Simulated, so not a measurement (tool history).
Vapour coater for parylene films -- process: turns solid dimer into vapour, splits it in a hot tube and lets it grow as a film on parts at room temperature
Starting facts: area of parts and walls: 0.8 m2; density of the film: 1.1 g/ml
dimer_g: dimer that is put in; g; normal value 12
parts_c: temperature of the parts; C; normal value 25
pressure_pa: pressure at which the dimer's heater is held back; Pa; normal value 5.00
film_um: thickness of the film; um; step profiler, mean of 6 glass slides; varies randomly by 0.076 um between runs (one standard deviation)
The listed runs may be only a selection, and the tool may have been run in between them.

run 1 hour=0.0 | dimer_g=12 parts_c=25 pressure_pa=5.00 | film_um=8.64
run 2 hour=37.4 | dimer_g=12 parts_c=25 pressure_pa=5.00 | film_um=8.32
run 3 hour=76.5 | dimer_g=12 parts_c=25 pressure_pa=2.58 | film_um=9.41
run 4 hour=100.9 | dimer_g=16 parts_c=25 pressure_pa=5.00 | film_um=10.93
run 5 hour=133.3 | dimer_g=16 parts_c=25 pressure_pa=5.00 | film_um=10.88
run 6 hour=181.5 | dimer_g=12 parts_c=25 pressure_pa=5.00 | film_um=7.91
run 7 hour=209.9 | dimer_g=12 parts_c=25 pressure_pa=5.00 | film_um=7.88
-- hour=214.1 table's thermometer calibrated
run 8 hour=233.8 | dimer_g=12 parts_c=25 pressure_pa=5.00 | film_um=7.84
run 9 hour=261.1 | dimer_g=12 parts_c=25 pressure_pa=5.00 | film_um=7.65
run 10 hour=304.0 | dimer_g=7 parts_c=35 pressure_pa=9.54 | film_um=2.69
run 11 hour=345.0 | dimer_g=5 parts_c=23 pressure_pa=3.55 | film_um=3.54
-- hour=364.9 trap's valve overhauled
run 12 hour=390.1 | dimer_g=5 parts_c=23 pressure_pa=3.55 | film_um=4.17
-- hour=419.0 table's thermometer calibrated, once more
run 13 hour=423.3 | dimer_g=5 parts_c=23 pressure_pa=3.55 | film_um=4.39
run 14 hour=445.6 | dimer_g=5 parts_c=23 pressure_pa=3.55 | film_um=4.35
run 15 hour=486.1 | dimer_g=5 parts_c=23 pressure_pa=3.55 | film_um=4.22
run 16 hour=527.4 | dimer_g=8 parts_c=31 pressure_pa=7.14 | film_um=4.29

Predict each of these 3 candidate next runs independently; none follows another, all start after run 16:
run A hour=567.8 | dimer_g=12 parts_c=31 pressure_pa=7.14 | film_um=?
run B hour=567.8 | dimer_g=8 parts_c=33 pressure_pa=7.14 | film_um=?
run C hour=567.8 | dimer_g=12 parts_c=17 pressure_pa=5.00 | film_um=?

run=A film_um=6.50
run=B film_um=3.96
run=C film_um=11.94
Stripped of hidden state, with their random variation kept, the same runs would have yielded:
run=A film_um=6.96
run=B film_um=4.24
run=C film_um=12.78

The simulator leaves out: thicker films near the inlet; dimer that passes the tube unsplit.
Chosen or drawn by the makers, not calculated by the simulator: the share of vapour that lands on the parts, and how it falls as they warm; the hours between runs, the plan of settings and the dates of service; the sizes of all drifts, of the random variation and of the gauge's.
